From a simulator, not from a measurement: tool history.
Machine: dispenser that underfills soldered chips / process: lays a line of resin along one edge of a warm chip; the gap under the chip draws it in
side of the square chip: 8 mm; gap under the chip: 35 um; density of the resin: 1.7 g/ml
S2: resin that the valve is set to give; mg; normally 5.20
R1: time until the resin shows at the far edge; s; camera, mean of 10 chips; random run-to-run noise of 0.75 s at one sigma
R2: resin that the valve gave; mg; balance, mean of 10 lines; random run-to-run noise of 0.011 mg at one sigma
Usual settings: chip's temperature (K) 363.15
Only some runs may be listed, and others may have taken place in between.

run 1 day=0.000 | chip's_temperature_(K)=363.15 S2=5.20 | R1=90.7 R2=4.97
run 2 day=0.367 | chip's_temperature_(K)=363.15 S2=5.20 | R1=144.7 R2=4.97
-- day=0.408 new syringe of resin
-- day=0.554 dispensing valve cleaned and set on the balance
run 3 day=0.688 | chip's_temperature_(K)=363.15 S2=5.20 | R1=90.3 R2=5.18
-- day=1.138 new syringe of resin
run 4 day=1.233 | chip's_temperature_(K)=363.15 S2=5.20 | R1=76.4 R2=5.16
-- day=1.804 new syringe of resin
run 5 day=1.900 | chip's_temperature_(K)=363.15 S2=5.20 | R1=73.4 R2=5.13
-- day=2.471 new syringe of resin
run 6 day=2.533 | chip's_temperature_(K)=363.15 S2=5.20 | R1=72.5 R2=5.10
run 7 day=3.054 | chip's_temperature_(K)=363.15 S2=6.34 | R1=130.1 R2=6.21
-- day=3.112 new syringe of resin
run 8 day=3.554 | chip's_temperature_(K)=363.15 S2=6.34 | R1=109.2 R2=6.19
-- day=3.767 new syringe of resin
run 9 day=4.038 | chip's_temperature_(K)=363.15 S2=6.34 | R1=90.4 R2=6.13
-- day=4.429 new syringe of resin
run 10 day=4.596 | chip's_temperature_(K)=363.15 S2=6.34 | R1=81.4 R2=6.13
-- day=5.092 new syringe of resin
run 11 day=5.129 | chip's_temperature_(K)=363.15 S2=6.34 | R1=68.1 R2=6.11
run 12 day=5.658 | chip's_temperature_(K)=363.15 S2=6.34 | R1=129.2 R2=6.09
-- day=5.775 new syringe of resin
-- day=5.942 dispensing valve cleaned and set on the balance
run 13 day=6.329 | chip's_temperature_(K)=363.15 S2=6.34 | R1=124.3 R2=6.30
-- day=6.471 new syringe of resin
run 14 day=6.867 | chip's_temperature_(K)=363.15 S2=6.34 | R1=103.9 R2=6.29
-- day=7.138 new syringe of resin
run 15 day=7.358 | chip's_temperature_(K)=363.15 S2=5.20 | R1=85.0 R2=5.11
-- day=7.788 new syringe of resin
run 16 day=7.946 | chip's_temperature_(K)=363.15 S2=5.20 | R1=80.1 R2=5.13
-- day=8.454 new syringe of resin
run 17 day=8.458 | chip's_temperature_(K)=363.15 S2=5.79 | R1=64.4 R2=5.68
run 18 day=8.854 | chip's_temperature_(K)=363.15 S2=5.79 | R1=104.6 R2=5.64
-- day=9.112 new syringe of resin
run 19 day=9.354 | chip's_temperature_(K)=367.15 S2=5.20 | R1=72.5 R2=5.05
-- day=9.775 new syringe of resin
run 20 day=9.908 | chip's_temperature_(K)=353.15 S2=5.95 | R1=121.1 R2=5.75
-- day=10.425 new syringe of resin
run 21 day=10.533 | chip's_temperature_(K)=361.15 S2=5.08 | R1=83.6 R2=4.89
-- day=11.075 new syringe of resin
run 22 day=11.104 | chip's_temperature_(K)=361.15 S2=5.17 | R1=76.4 R2=4.93
-- day=11.342 dispensing valve cleaned and set on the balance
run 23 day=11.662 | chip's_temperature_(K)=361.15 S2=5.17 | R1=145.0 R2=5.18
-- day=11.758 new syringe of resin
run 24 day=12.225 | chip's_temperature_(K)=371.15 S2=5.04 | R1=82.2 R2=4.98
-- day=12.429 new syringe of resin
run 25 day=12.542 | chip's_temperature_(K)=371.15 S2=5.04 | R1=52.3 R2=4.97
run 26 day=12.942 | chip's_temperature_(K)=370.15 S2=5.18 | R1=87.9 R2=5.10
-- day=13.088 new syringe of resin
run 27 day=13.221 | chip's_temperature_(K)=350.15 S2=6.06 | R1=140.9 R2=5.95
run 28 day=13.596 | chip's_temperature_(K)=350.15 S2=6.06 | R1=221.7 R2=5.96
-- day=13.754 new syringe of resin
run 29 day=14.258 | chip's_temperature_(K)=362.15 S2=4.80 | R1=132.2 R2=4.68
-- day=14.429 new syringe of resin
run 30 day=14.771 | chip's_temperature_(K)=362.15 S2=5.89 | R1=104.3 R2=5.73
-- day=15.100 new syringe of resin
run 31 day=15.333 | chip's_temperature_(K)=350.15 S2=5.95 | R1=162.2 R2=5.75
-- day=15.758 new syringe of resin
run 32 day=15.758 | chip's_temperature_(K)=368.15 S2=5.15 | R1=51.0 R2=4.96
run 33 day=16.338 | chip's_temperature_(K)=368.15 S2=5.15 | R1=104.7 R2=4.94
-- day=16.404 new syringe of resin
run 34 day=16.642 | chip's_temperature_(K)=349.15 S2=5.92 | R1=169.5 R2=5.66

Measured less the same run without the tool's hidden state. The same run-to-run variation is in both; the gauge's scatter may not be:
Hidden state present: resin's viscosity, % of fresh resin's; dose that the valve gives, % of what is set; true chip temperature over the reading, C; drift of the gauge itself on fill_s, %; drift of the gauge itself on given_mg, %.
run=1 R1=+21.9 R2=-0.22
run=2 R1=+75.3 R2=-0.24
run=3 R1=+21.1 R2=-0.02
run=4 R1=+7.4 R2=-0.04
run=5 R1=+5.0 R2=-0.07
run=6 R1=+2.9 R2=-0.10
run=7 R1=+64.5 R2=-0.14
run=8 R1=+42.9 R2=-0.16
run=9 R1=+22.5 R2=-0.19
run=10 R1=+14.5 R2=-0.21
run=11 R1=+1.0 R2=-0.25
run=12 R1=+62.9 R2=-0.27
run=13 R1=+55.9 R2=-0.03
run=14 R1=+38.0 R2=-0.05
run=15 R1=+17.3 R2=-0.07
run=16 R1=+11.8 R2=-0.09
run=17 R1=-3.4 R2=-0.12
run=18 R1=+37.6 R2=-0.15
run=19 R1=+15.7 R2=-0.15
run=20 R1=+13.0 R2=-0.20
run=21 R1=+6.6 R2=-0.19
run=22 R1=+0.4 R2=-0.22
run=23 R1=+68.3 R2=-0.03
run=24 R1=+33.7 R2=-0.04
run=25 R1=+3.5 R2=-0.06
run=26 R1=+38.3 R2=-0.07
run=27 R1=+14.2 R2=-0.10
run=28 R1=+96.1 R2=-0.12
run=29 R1=+57.8 R2=-0.12
run=30 R1=+33.1 R2=-0.17
run=31 R1=+34.1 R2=-0.21
run=32 R1=-4.1 R2=-0.19
run=33 R1=+49.7 R2=-0.21
run=34 R1=+35.2 R2=-0.27

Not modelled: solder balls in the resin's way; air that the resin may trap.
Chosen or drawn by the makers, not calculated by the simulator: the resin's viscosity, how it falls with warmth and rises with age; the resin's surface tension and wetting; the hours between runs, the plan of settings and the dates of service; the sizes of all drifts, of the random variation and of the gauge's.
